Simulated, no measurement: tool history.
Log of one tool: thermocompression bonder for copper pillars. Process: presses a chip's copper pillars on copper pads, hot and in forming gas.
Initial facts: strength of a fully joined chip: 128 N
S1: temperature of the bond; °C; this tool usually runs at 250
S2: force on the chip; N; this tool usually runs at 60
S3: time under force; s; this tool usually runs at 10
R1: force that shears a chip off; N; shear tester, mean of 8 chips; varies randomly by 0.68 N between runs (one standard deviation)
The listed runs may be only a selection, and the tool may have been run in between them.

run 1 day=0 | S1=250 S2=60 S3=10 | R1=44.3
run 2 day=2.646 | S1=263 S2=60 S3=10 | R1=51.6
run 3 day=4.417 | S1=263 S2=60 S3=10 | R1=50
run 4 day=7.625 | S1=263 S2=60 S3=10 | R1=50.7
run 5 day=9.838 | S1=263 S2=60 S3=10 | R1=47.9
-- day=10.825 forming gas filter changed
run 6 day=13.604 | S1=246 S2=60 S3=10 | R1=43
run 7 day=15.954 | S1=246 S2=74 S3=10 | R1=48.9
run 8 day=19.246 | S1=246 S2=74 S3=10 | R1=47.6
-- day=22.779 forming gas filter changed
run 9 day=22.967 | S1=250 S2=83 S3=10 | R1=59.4
run 10 day=24.846 | S1=250 S2=83 S3=10 | R1=57.4
run 11 day=28.533 | S1=250 S2=60 S3=11 | R1=48
run 12 day=31.362 | S1=250 S2=65 S3=10 | R1=47.8
run 13 day=33.946 | S1=250 S2=60 S3=22 | R1=59.1
-- day=34.625 forming gas filter changed
run 14 day=36.321 | S1=250 S2=60 S3=22 | R1=63.5
run 15 day=39.721 | S1=250 S2=60 S3=22 | R1=62.7
run 16 day=43.379 | S1=250 S2=52 S3=22 | R1=57.7
-- day=45.092 heater calibrated with a thermocouple chip
run 17 day=45.275 | S1=250 S2=60 S3=11 | R1=41.3
-- day=46.575 forming gas filter changed
run 18 day=48.696 | S1=242 S2=60 S3=10 | R1=39.7
run 19 day=50.967 | S1=242 S2=41 S3=10 | R1=30.2
run 20 day=53.775 | S1=226 S2=84 S3=22 | R1=51
run 21 day=55.367 | S1=233 S2=84 S3=11 | R1=42.4

Run 22 is up next; what results do you expect?
run 22 day=57.179 | S1=233 S2=84 S3=11 | R1=?

Run 22 yielded R1 43.4 N.
With no hidden state in the tool, this same run would have given R1 47.6 N.
